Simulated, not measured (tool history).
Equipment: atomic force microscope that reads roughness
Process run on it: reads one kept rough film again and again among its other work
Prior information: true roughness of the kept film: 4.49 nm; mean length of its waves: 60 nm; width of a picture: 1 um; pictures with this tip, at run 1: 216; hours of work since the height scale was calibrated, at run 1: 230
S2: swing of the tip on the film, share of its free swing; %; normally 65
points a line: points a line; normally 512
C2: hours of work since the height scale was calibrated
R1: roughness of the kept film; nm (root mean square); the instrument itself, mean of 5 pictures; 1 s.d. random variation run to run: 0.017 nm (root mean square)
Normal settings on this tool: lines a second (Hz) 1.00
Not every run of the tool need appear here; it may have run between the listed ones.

run 1 hour=0.0 | lines_a_second_(Hz)=1.00 S2=65 points_a_line=512 | pictures_with_this_tip=216 C2=230 | R1=3.959
run 2 hour=14.5 | lines_a_second_(Hz)=1.00 S2=65 points_a_line=512 | pictures_with_this_tip=235 C2=236 | R1=3.919
run 3 hour=28.8 | lines_a_second_(Hz)=1.00 S2=62 points_a_line=512 | pictures_with_this_tip=252 C2=243 | R1=3.949
run 4 hour=45.5 | lines_a_second_(Hz)=1.00 S2=62 points_a_line=512 | pictures_with_this_tip=273 C2=251 | R1=3.890
run 5 hour=58.4 | lines_a_second_(Hz)=1.00 S2=62 points_a_line=512 | pictures_with_this_tip=289 C2=257 | R1=3.877
run 6 hour=71.2 | lines_a_second_(Hz)=1.00 S2=62 points_a_line=512 | pictures_with_this_tip=305 C2=263 | R1=3.842
-- hour=76.7 new tip fitted
run 7 hour=82.4 | lines_a_second_(Hz)=1.00 S2=62 points_a_line=512 | pictures_with_this_tip=7 C2=267 | R1=4.198
run 8 hour=96.9 | lines_a_second_(Hz)=1.00 S2=62 points_a_line=512 | pictures_with_this_tip=25 C2=274 | R1=4.169
run 9 hour=112.2 | lines_a_second_(Hz)=1.00 S2=62 points_a_line=512 | pictures_with_this_tip=44 C2=281 | R1=4.166
run 10 hour=126.1 | lines_a_second_(Hz)=1.21 S2=62 points_a_line=512 | pictures_with_this_tip=61 C2=288 | R1=4.134
run 11 hour=141.1 | lines_a_second_(Hz)=1.21 S2=65 points_a_line=512 | pictures_with_this_tip=80 C2=295 | R1=4.094
run 12 hour=155.9 | lines_a_second_(Hz)=1.21 S2=65 points_a_line=512 | pictures_with_this_tip=99 C2=301 | R1=4.050
run 13 hour=172.6 | lines_a_second_(Hz)=1.21 S2=65 points_a_line=283 | pictures_with_this_tip=119 C2=309 | R1=4.045
run 14 hour=183.9 | lines_a_second_(Hz)=0.82 S2=65 points_a_line=283 | pictures_with_this_tip=134 C2=314 | R1=4.033
run 15 hour=191.0 | lines_a_second_(Hz)=0.82 S2=65 points_a_line=283 | pictures_with_this_tip=142 C2=318 | R1=4.037
run 16 hour=204.0 | lines_a_second_(Hz)=0.82 S2=76 points_a_line=283 | pictures_with_this_tip=159 C2=324 | R1=3.994
run 17 hour=220.7 | lines_a_second_(Hz)=1.00 S2=56 points_a_line=512 | pictures_with_this_tip=180 C2=331 | R1=4.018
run 18 hour=232.1 | lines_a_second_(Hz)=1.00 S2=56 points_a_line=512 | pictures_with_this_tip=194 C2=337 | R1=3.994
run 19 hour=246.5 | lines_a_second_(Hz)=1.00 S2=56 points_a_line=512 | pictures_with_this_tip=212 C2=343 | R1=3.969
run 20 hour=259.8 | lines_a_second_(Hz)=1.00 S2=56 points_a_line=512 | pictures_with_this_tip=228 C2=350 | R1=3.958
run 21 hour=268.8 | lines_a_second_(Hz)=1.00 S2=56 points_a_line=512 | pictures_with_this_tip=240 C2=354 | R1=3.938
run 22 hour=278.3 | lines_a_second_(Hz)=1.00 S2=65 points_a_line=512 | pictures_with_this_tip=252 C2=358 | R1=3.928
run 23 hour=286.0 | lines_a_second_(Hz)=1.00 S2=65 points_a_line=512 | pictures_with_this_tip=261 C2=362 | R1=3.882
run 24 hour=295.8 | lines_a_second_(Hz)=1.26 S2=65 points_a_line=512 | pictures_with_this_tip=273 C2=366 | R1=3.884
run 25 hour=311.2 | lines_a_second_(Hz)=1.77 S2=65 points_a_line=475 | pictures_with_this_tip=293 C2=373 | R1=3.829
run 26 hour=324.1 | lines_a_second_(Hz)=1.00 S2=84 points_a_line=512 | pictures_with_this_tip=309 C2=379 | R1=3.735
-- hour=328.1 new tip fitted
run 27 hour=333.4 | lines_a_second_(Hz)=1.03 S2=64 points_a_line=512 | pictures_with_this_tip=7 C2=383 | R1=4.184
run 28 hour=343.4 | lines_a_second_(Hz)=1.03 S2=64 points_a_line=512 | pictures_with_this_tip=19 C2=388 | R1=4.201
run 29 hour=359.3 | lines_a_second_(Hz)=1.03 S2=64 points_a_line=292 | pictures_with_this_tip=39 C2=395 | R1=4.116
run 30 hour=366.2 | lines_a_second_(Hz)=1.03 S2=71 points_a_line=292 | pictures_with_this_tip=48 C2=399 | R1=4.127
run 31 hour=382.5 | lines_a_second_(Hz)=1.00 S2=65 points_a_line=773 | pictures_with_this_tip=68 C2=406 | R1=4.099
run 32 hour=392.0 | lines_a_second_(Hz)=1.00 S2=65 points_a_line=773 | pictures_with_this_tip=80 C2=410 | R1=4.096
run 33 hour=405.7 | lines_a_second_(Hz)=1.00 S2=65 points_a_line=773 | pictures_with_this_tip=97 C2=417 | R1=4.094
run 34 hour=417.0 | lines_a_second_(Hz)=1.82 S2=69 points_a_line=616 | pictures_with_this_tip=111 C2=422 | R1=3.999
run 35 hour=430.2 | lines_a_second_(Hz)=1.82 S2=69 points_a_line=616 | pictures_with_this_tip=128 C2=428 | R1=4.003
run 36 hour=438.8 | lines_a_second_(Hz)=1.41 S2=85 points_a_line=433 | pictures_with_this_tip=138 C2=432 | R1=3.882
run 37 hour=451.4 | lines_a_second_(Hz)=0.52 S2=57 points_a_line=453 | pictures_with_this_tip=154 C2=438 | R1=4.029
run 38 hour=467.0 | lines_a_second_(Hz)=0.52 S2=57 points_a_line=453 | pictures_with_this_tip=174 C2=445 | R1=4.021
run 39 hour=479.6 | lines_a_second_(Hz)=0.75 S2=90 points_a_line=453 | pictures_with_this_tip=189 C2=451 | R1=3.898
run 40 hour=488.3 | lines_a_second_(Hz)=0.61 S2=75 points_a_line=479 | pictures_with_this_tip=200 C2=455 | R1=3.973
run 41 hour=500.0 | lines_a_second_(Hz)=3.15 S2=84 points_a_line=752 | pictures_with_this_tip=215 C2=460 | R1=3.543
run 42 hour=513.7 | lines_a_second_(Hz)=3.15 S2=84 points_a_line=752 | pictures_with_this_tip=232 C2=467 | R1=3.520
run 43 hour=525.3 | lines_a_second_(Hz)=1.51 S2=60 points_a_line=576 | pictures_with_this_tip=246 C2=472 | R1=3.884
run 44 hour=538.6 | lines_a_second_(Hz)=2.54 S2=85 points_a_line=314 | pictures_with_this_tip=263 C2=478 | R1=3.551
run 45 hour=547.5 | lines_a_second_(Hz)=1.63 S2=75 points_a_line=1004 | pictures_with_this_tip=274 C2=482 | R1=3.784
run 46 hour=563.7 | lines_a_second_(Hz)=3.63 S2=65 points_a_line=974 | pictures_with_this_tip=294 C2=490 | R1=3.724
-- hour=578.0 new tip fitted
run 47 hour=579.7 | lines_a_second_(Hz)=1.11 S2=58 points_a_line=396 | pictures_with_this_tip=2 C2=497 | R1=4.229
run 48 hour=591.8 | lines_a_second_(Hz)=1.11 S2=86 points_a_line=294 | pictures_with_this_tip=17 C2=503 | R1=4.019

Same runs, no hidden state in the tool, same run-to-run variation:
The hidden state here: radius of the tip, nm; height scale over the true one, %; drift of the gauge itself on roughness_nm, %.
run=1 R1=4.209
run=2 R1=4.190
run=3 R1=4.241
run=4 R1=4.203
run=5 R1=4.207
run=6 R1=4.188
run=7 R1=4.212
run=8 R1=4.206
run=9 R1=4.226
run=10 R1=4.214
run=11 R1=4.197
run=12 R1=4.176
run=13 R1=4.196
run=14 R1=4.201
run=15 R1=4.215
run=16 R1=4.190
run=17 R1=4.241
run=18 R1=4.233
run=19 R1=4.230
run=20 R1=4.237
run=21 R1=4.232
run=22 R1=4.237
run=23 R1=4.197
run=24 R1=4.213
run=25 R1=4.178
run=26 R1=4.095
run=27 R1=4.205
run=28 R1=4.237
run=29 R1=4.175
run=30 R1=4.198
run=31 R1=4.193
run=32 R1=4.204
run=33 R1=4.223
run=34 R1=4.141
run=35 R1=4.167
run=36 R1=4.052
run=37 R1=4.225
run=38 R1=4.242
run=39 R1=4.130
run=40 R1=4.222
run=41 R1=3.781
run=42 R1=3.776
run=43 R1=4.184
run=44 R1=3.843
run=45 R1=4.108
run=46 R1=4.064
run=47 R1=4.227
run=48 R1=4.035

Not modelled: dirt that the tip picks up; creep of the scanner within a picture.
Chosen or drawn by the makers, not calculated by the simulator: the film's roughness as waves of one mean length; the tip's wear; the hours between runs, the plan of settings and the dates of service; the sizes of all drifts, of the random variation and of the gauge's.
